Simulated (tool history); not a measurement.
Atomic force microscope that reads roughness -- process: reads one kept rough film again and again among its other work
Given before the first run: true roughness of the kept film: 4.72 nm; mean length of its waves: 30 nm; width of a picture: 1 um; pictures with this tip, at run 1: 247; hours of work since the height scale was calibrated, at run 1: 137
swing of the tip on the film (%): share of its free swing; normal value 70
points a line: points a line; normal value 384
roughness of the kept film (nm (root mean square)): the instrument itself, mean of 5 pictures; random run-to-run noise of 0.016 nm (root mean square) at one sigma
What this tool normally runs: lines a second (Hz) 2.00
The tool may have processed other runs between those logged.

run	hour	lines a second (Hz)	swing of the tip on the film (%)	points a line	pictures with this tip	hours of work since the height scale was calibrated	roughness of the kept film (nm (root mean square))
1	0.0	2.00	70	384	247	137	3.961
# hour 10.4: new tip fitted
2	65.1	2.00	70	384	74	185	3.930
3	106.6	2.00	70	534	129	216	3.951
4	151.1	2.00	70	384	189	249	3.932
# hour 203.1: new tip fitted
5	214.0	2.00	70	384	14	296	3.947
6	246.2	2.00	58	384	58	320	4.008
7	299.4	2.00	58	384	129	359	4.002
8	350.3	1.15	70	384	197	397	4.015
9	389.6	1.15	70	384	250	426	3.998
# hour 398.2: new tip fitted
10	448.8	1.15	79	384	67	470	3.933
11	501.1	2.00	84	384	137	509	3.835
12	535.9	3.99	84	384	184	534	3.535
13	570.7	3.99	84	384	231	560	3.528
# hour 592.7: new tip fitted
14	611.8	2.98	78	865	26	591	3.787
15	657.9	1.65	76	493	88	625	3.908
16	710.1	1.65	76	493	158	664	3.891
17	777.1	1.65	76	493	247	713	3.907
# hour 786.4: new tip fitted
18	838.1	0.91	77	547	69	758	4.008
19	869.5	0.91	77	547	112	782	4.022
20	901.2	0.91	77	400	154	805	3.979
21	961.8	0.95	70	297	235	850	4.007
# hour 978.7: new tip fitted
22	1013.0	0.95	70	297	46	888	4.006
23	1067.9	0.95	70	297	120	929	4.011
24	1100.3	1.95	70	297	163	953	3.927
25	1157.4	3.44	69	286	240	995	3.824

Each row is a separate what-if for the run after 25, all from the same tool condition, not one after another. Results?
# hour 1173.3: new tip fitted
A	1210.3	1.88	75	626	50	1034	?
# hour 1173.3: new tip fitted
B	1210.3	1.10	67	624	50	1034	?
# hour 1173.3: new tip fitted
C	1210.3	2.00	63	384	50	1034	?
# hour 1173.3: new tip fitted
D	1210.3	1.39	88	384	50	1034	?

run	roughness of the kept film (nm (root mean square))
A	3.934
B	4.050
C	4.004
D	3.828
Stripped of hidden state, with their random variation kept, the same runs would have yielded:
run	roughness of the kept film (nm (root mean square))
A	3.938
B	4.054
C	4.008
D	3.831
